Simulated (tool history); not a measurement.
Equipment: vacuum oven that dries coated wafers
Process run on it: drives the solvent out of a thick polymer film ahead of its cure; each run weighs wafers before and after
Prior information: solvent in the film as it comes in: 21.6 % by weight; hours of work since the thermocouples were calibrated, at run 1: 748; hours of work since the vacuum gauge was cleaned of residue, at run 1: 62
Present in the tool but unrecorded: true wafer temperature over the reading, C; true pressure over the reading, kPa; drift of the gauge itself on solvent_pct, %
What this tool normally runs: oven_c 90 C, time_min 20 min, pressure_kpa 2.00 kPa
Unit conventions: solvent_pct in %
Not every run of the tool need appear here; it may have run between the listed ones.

run,hour,oven_c,time_min,pressure_kpa,hours of work since the thermocouples were calibrated,hours of work since the vacuum gauge was cleaned of residue,solvent_pct
1,0.0,90,20,2.00,748,62,1.93
2,22.1,90,20,1.85,759,74,1.82
3,39.0,90,20,1.85,768,82,1.93
4,52.1,90,20,2.00,774,89,1.93
5,76.2,90,20,2.00,787,101,1.90
6,90.6,90,20,2.00,794,108,1.91
7,107.8,77,20,2.00,803,117,4.65
8,122.5,92,20,2.00,810,124,1.66
9,135.6,92,20,4.30,817,131,2.61
10,159.4,92,20,4.30,829,143,2.64
11,170.0,92,20,4.30,834,148,2.64
12,180.9,92,20,4.30,840,154,2.62
13,203.3,92,20,4.30,851,165,2.65
14,221.7,92,20,4.30,860,175,2.63
15,231.9,92,20,4.30,865,180,2.54
16,244.7,76,20,4.30,872,186,6.47
# hour 248.5: oven's thermocouples calibrated
17,268.4,76,20,4.30,10,197,6.69
18,287.4,76,20,4.30,20,207,6.73
19,300.2,76,20,4.30,26,213,6.53
20,324.6,76,20,4.30,38,225,6.63
# hour 331.0: oven's thermocouples calibrated, once more
21,336.7,76,20,4.30,3,231,6.35
22,352.0,76,20,4.30,11,238,6.38
23,376.6,85,20,2.00,23,251,2.85
24,395.6,85,20,2.00,33,260,2.86
25,410.0,102,20,2.00,40,268,0.78
26,434.5,78,20,2.02,52,280,4.56
27,444.5,86,10,1.21,57,285,6.00
28,461.8,103,14,1.13,66,294,1.02
29,477.4,103,12,1.08,74,302,1.44
30,500.8,104,12,3.33,86,314,1.94
31,512.5,87,13,2.10,92,319,4.40
32,533.6,86,19,2.00,102,330,2.98
33,544.9,88,18,5.22,108,336,4.10
34,568.6,90,21,7.56,120,348,4.21
35,591.9,79,14,3.41,132,360,6.81
36,606.5,79,14,3.41,139,367,6.97
37,616.7,99,14,1.76,144,372,1.71
38,626.7,96,13,7.53,149,377,4.21
39,642.8,96,13,7.53,158,385,4.26
40,653.9,96,13,7.53,163,391,4.27
41,664.1,96,34,1.21,168,396,0.47
42,674.5,99,21,1.16,174,401,0.70
43,697.6,99,21,1.16,185,413,0.75
44,710.5,95,25,1.16,192,420,0.68
45,730.8,95,25,1.16,202,430,0.76
46,754.2,90,13,5.55,214,442,5.23

For some of the steps in solvent_pct from one run to the next: how much would appear even if the tool had no hidden state, given the settings, what came in and random variation, and how much remains for the hidden state plus any gauge scatter that the measured result and the result without hidden state don't share?
Run 16 -> 17: oven's thermocouples calibrated. solvent_pct +0.22 %: hidden state +0.10, all else +0.12.
Run 20 -> 21: oven's thermocouples calibrated, once more. solvent_pct -0.28 %: hidden state -0.16, all else -0.12.
Run 27 -> 28: oven_c 86 -> 103, time_min 10 -> 14, pressure_kpa 1.21 -> 1.13. solvent_pct -4.98 %: hidden state -0.06, all else -4.92.
Run 36 -> 37: oven_c 79 -> 99, pressure_kpa 3.41 -> 1.76. solvent_pct -5.26 %: hidden state -0.10, all else -5.16.
Run 45 -> 46: oven_c 95 -> 90, time_min 25 -> 13, pressure_kpa 1.16 -> 5.55. solvent_pct +4.47 %: hidden state +0.09, all else +4.38.
